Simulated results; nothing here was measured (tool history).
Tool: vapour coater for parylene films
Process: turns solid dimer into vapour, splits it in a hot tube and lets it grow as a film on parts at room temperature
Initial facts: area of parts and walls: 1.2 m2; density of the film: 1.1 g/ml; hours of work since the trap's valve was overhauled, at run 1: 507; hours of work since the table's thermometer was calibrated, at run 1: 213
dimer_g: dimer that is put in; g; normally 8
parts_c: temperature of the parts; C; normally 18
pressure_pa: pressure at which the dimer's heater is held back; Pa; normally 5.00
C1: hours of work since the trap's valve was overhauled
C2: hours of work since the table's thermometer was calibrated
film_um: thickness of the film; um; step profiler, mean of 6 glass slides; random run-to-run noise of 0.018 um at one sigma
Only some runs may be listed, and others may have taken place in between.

Run 1, hour 0.0: usual settings; C1 507; C2 213. Result: film_um 4.77 um.
Run 2, hour 38.5: usual settings; C1 530; C2 237. Result: film_um 4.75 um.
Run 3, hour 69.1: usual settings; C1 549; C2 256. Result: film_um 4.78 um.
Run 4, hour 105.0: usual settings but parts_c 14 C; C1 571; C2 278. Result: film_um 5.57 um.
Run 5, hour 126.3: usual settings but parts_c 14 C; C1 584; C2 291. Result: film_um 5.57 um.
Run 6, hour 165.8: usual settings but parts_c 14 C; C1 608; C2 315. Result: film_um 5.59 um.
Run 7, hour 209.5: usual settings but parts_c 14 C; C1 635; C2 342. Result: film_um 5.56 um.
At hour 238.4: trap's valve overhauled.
Run 8, hour 256.9: usual settings but parts_c 14 C; C1 11; C2 368. Result: film_um 5.59 um.
Run 9, hour 283.2: usual settings but pressure_pa 2.17 Pa; C1 27; C2 384. Result: film_um 5.74 um.
Run 10, hour 312.9: usual settings; C1 46; C2 402. Result: film_um 4.77 um.
Run 11, hour 340.6: usual settings; C1 62; C2 419. Result: film_um 4.75 um.
Run 12, hour 368.3: usual settings; C1 79; C2 436. Result: film_um 4.78 um.
Run 13, hour 406.5: usual settings; C1 103; C2 460. Result: film_um 4.75 um.
Run 14, hour 427.3: usual settings; C1 116; C2 472. Result: film_um 4.80 um.
Run 15, hour 471.2: usual settings; C1 142; C2 499. Result: film_um 4.74 um.
Run 16, hour 498.5: usual settings; C1 159; C2 516. Result: film_um 4.77 um.
Run 17, hour 521.0: usual settings; C1 173; C2 530. Result: film_um 4.80 um.
Run 18, hour 548.7: usual settings; C1 190; C2 547. Result: film_um 4.76 um.
Run 19, hour 574.0: usual settings but parts_c 14 C; C1 205; C2 562. Result: film_um 5.61 um.
Run 20, hour 610.5: usual settings but parts_c 14 C; C1 228; C2 584. Result: film_um 5.59 um.
Run 21, hour 642.0: usual settings but parts_c 26 C; C1 247; C2 604. Result: film_um 3.47 um.
Run 22, hour 671.5: usual settings but dimer_g 7 g; C1 265; C2 622. Result: film_um 4.18 um.
Run 23, hour 712.4: usual settings but dimer_g 7 g; C1 290; C2 647. Result: film_um 4.20 um.
Run 24, hour 737.4: usual settings but dimer_g 7 g; C1 305; C2 662. Result: film_um 4.19 um.
Run 25, hour 783.8: usual settings but parts_c 29 C, pressure_pa 3.20 Pa; C1 334; C2 690. Result: film_um 3.41 um.
Run 26, hour 819.2: usual settings but pressure_pa 2.43 Pa; C1 355; C2 712. Result: film_um 5.61 um.
Run 27, hour 861.1: usual settings but dimer_g 9 g, parts_c 17 C, pressure_pa 5.54 Pa; C1 381; C2 738. Result: film_um 5.46 um.
Run 28, hour 894.6: usual settings but dimer_g 4 g, parts_c 17 C, pressure_pa 3.38 Pa; C1 401; C2 758. Result: film_um 2.71 um.
Run 29, hour 943.5: usual settings but dimer_g 11 g, parts_c 22 C, pressure_pa 4.44 Pa; C1 431; C2 788. Result: film_um 5.77 um.
Run 30, hour 977.2: usual settings but dimer_g 11 g, parts_c 22 C, pressure_pa 4.44 Pa; C1 452; C2 809. Result: film_um 5.75 um.
Run 31, hour 1023.3: usual settings but dimer_g 5 g, parts_c 27 C, pressure_pa 4.20 Pa; C1 480; C2 837. Result: film_um 2.18 um.
Run 32, hour 1069.6: usual settings but dimer_g 4 g, parts_c 14 C, pressure_pa 2.45 Pa; C1 508; C2 865. Result: film_um 2.99 um.
Run 33, hour 1090.6: usual settings but dimer_g 5 g, parts_c 16 C; C1 521; C2 878. Result: film_um 3.25 um.
Run 34, hour 1123.0: usual settings but dimer_g 5 g, parts_c 16 C; C1 541; C2 898. Result: film_um 3.23 um.
Run 35, hour 1149.4: usual settings but dimer_g 11 g, pressure_pa 4.36 Pa; C1 557; C2 914. Result: film_um 6.78 um.
Run 36, hour 1188.9: usual settings but pressure_pa 5.62 Pa; C1 581; C2 938. Result: film_um 4.64 um.
Run 37, hour 1235.1: usual settings but pressure_pa 5.62 Pa; C1 610; C2 967. Result: film_um 4.66 um.
Run 38, hour 1259.4: usual settings but dimer_g 13 g, parts_c 21 C, pressure_pa 4.35 Pa; C1 625; C2 981. Result: film_um 7.13 um.
Run 39, hour 1280.2: usual settings but dimer_g 13 g, parts_c 21 C, pressure_pa 7.60 Pa; C1 637; C2 994. Result: film_um 6.32 um.
At hour 1305.1: trap's valve overhauled.
Run 40, hour 1328.9: usual settings but dimer_g 4 g, parts_c 19 C, pressure_pa 4.66 Pa; C1 15; C2 1021. Result: film_um 2.33 um.
Run 41, hour 1366.1: usual settings but dimer_g 4 g, parts_c 19 C, pressure_pa 4.66 Pa; C1 37; C2 1044. Result: film_um 2.32 um.
Run 42, hour 1398.0: usual settings but dimer_g 13 g, pressure_pa 3.70 Pa; C1 57; C2 1064. Result: film_um 8.27 um.
Run 43, hour 1435.9: usual settings but dimer_g 13 g, pressure_pa 3.70 Pa; C1 80; C2 1087. Result: film_um 8.31 um.
Run 44, hour 1476.6: usual settings but dimer_g 7 g, parts_c 19 C, pressure_pa 4.83 Pa; C1 105; C2 1112. Result: film_um 4.05 um.
Run 45, hour 1505.7: usual settings but dimer_g 3 g, parts_c 20 C, pressure_pa 4.26 Pa; C1 123; C2 1130. Result: film_um 1.72 um.

Here are 4 independent what-if runs from the current tool condition. What would each one return?
Run A, hour 1538.0: usual settings but parts_c 21 C; C1 143; C2 1149. Result: film_um ?.
Run B, hour 1538.0: usual settings but dimer_g 9 g, pressure_pa 2.14 Pa; C1 143; C2 1149. Result: film_um ?.
Run C, hour 1538.0: usual settings but dimer_g 3 g, parts_c 23 C, pressure_pa 5.67 Pa; C1 143; C2 1149. Result: film_um ?.
Run D, hour 1538.0: usual settings but dimer_g 10 g, parts_c 26 C, pressure_pa 4.26 Pa; C1 143; C2 1149. Result: film_um ?.

run  film_um
  A     4.24
  B     6.50
  C     1.41
  D     4.52
The same runs, with their run-to-run variation unchanged, on a tool lacking any hidden condition would have given:
run  film_um
  A     4.25
  B     6.51
  C     1.41
  D     4.52

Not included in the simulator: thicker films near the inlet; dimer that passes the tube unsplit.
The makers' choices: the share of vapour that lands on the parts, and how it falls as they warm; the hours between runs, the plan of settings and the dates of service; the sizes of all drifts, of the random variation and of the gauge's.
